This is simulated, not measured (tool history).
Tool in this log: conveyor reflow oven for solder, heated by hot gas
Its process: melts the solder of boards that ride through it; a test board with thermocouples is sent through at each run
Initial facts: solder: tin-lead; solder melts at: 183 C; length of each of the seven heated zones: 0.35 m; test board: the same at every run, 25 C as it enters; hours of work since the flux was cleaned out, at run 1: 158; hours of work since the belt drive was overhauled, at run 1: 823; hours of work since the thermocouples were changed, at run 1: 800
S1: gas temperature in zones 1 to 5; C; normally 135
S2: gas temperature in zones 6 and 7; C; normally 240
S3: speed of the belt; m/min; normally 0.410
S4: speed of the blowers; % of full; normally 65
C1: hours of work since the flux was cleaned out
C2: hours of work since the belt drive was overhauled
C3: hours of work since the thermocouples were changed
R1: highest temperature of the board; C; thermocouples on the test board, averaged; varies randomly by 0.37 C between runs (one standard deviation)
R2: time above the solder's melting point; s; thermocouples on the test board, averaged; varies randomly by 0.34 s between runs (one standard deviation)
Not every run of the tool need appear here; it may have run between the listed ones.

run   hour   S1   S2     S3  S4   C1    C2    C3     R1    R2
  1    0.0  135  240  0.410  65  158   823   800  221.8  82.2
  2   24.7  135  240  0.410  65  175   839   817  221.9  82.9
  3   56.4  135  240  0.410  65  196   860   838  222.0  82.2
  4   82.1  132  240  0.410  65  213   878   855  221.2  80.6
  5  108.3  132  240  0.410  65  231   895   873  221.5  79.7
  6  131.4  122  240  0.410  65  246   910   888  218.7  74.5
     170.6  -- flux residue cleaned out of gas plates and filters
  7  172.0  122  235  0.410  65    1   934   912  216.3  71.8
  8  189.0  122  235  0.410  65   12   946   923  216.3  71.9
  9  220.7  122  235  0.410  65   34   967   945  215.8  71.8
 10  238.7  135  238  0.410  65   46   979   957  220.6  81.3
 11  258.8  125  238  0.410  65   59   992   970  218.5  75.1
 12  290.7  124  238  0.410  65   80  1014   991  218.9  74.8
 13  324.3  135  238  0.472  65  103  1036  1014  215.7  64.6
     332.6  -- belt drive overhauled, speed set with a stopwatch
 14  355.3  130  250  0.382  69  121    15  1032  233.1  93.7
 15  383.0  126  235  0.410  65  139    34  1050  215.6  70.5
 16  407.8  145  248  0.410  65  156    50  1067  229.2  91.4
 17  430.7  122  247  0.410  65  171    66  1082  225.0  77.9

3 ways to go on from here, each from the tool as it stands after run 17. What would each give?
     434.8  -- thermocouples of zones 6 and 7 changed
  A  462.8  122  247  0.410  55  191  86  19   ?   ?
     434.8  -- thermocouples of zones 6 and 7 changed
  B  462.8  122  254  0.410  67  191  86  19   ?   ?
     434.8  -- thermocouples of zones 6 and 7 changed
  C  462.8  142  242  0.473  65  191  86  19   ?   ?

run     R1    R2
  A  226.1  78.1
  B  235.7  86.7
  C  221.8  72.1
Had the tool no hidden state, the same runs would have come out as:
run     R1    R2
  A  227.5  79.4
  B  237.2  87.7
  C  223.1  73.3
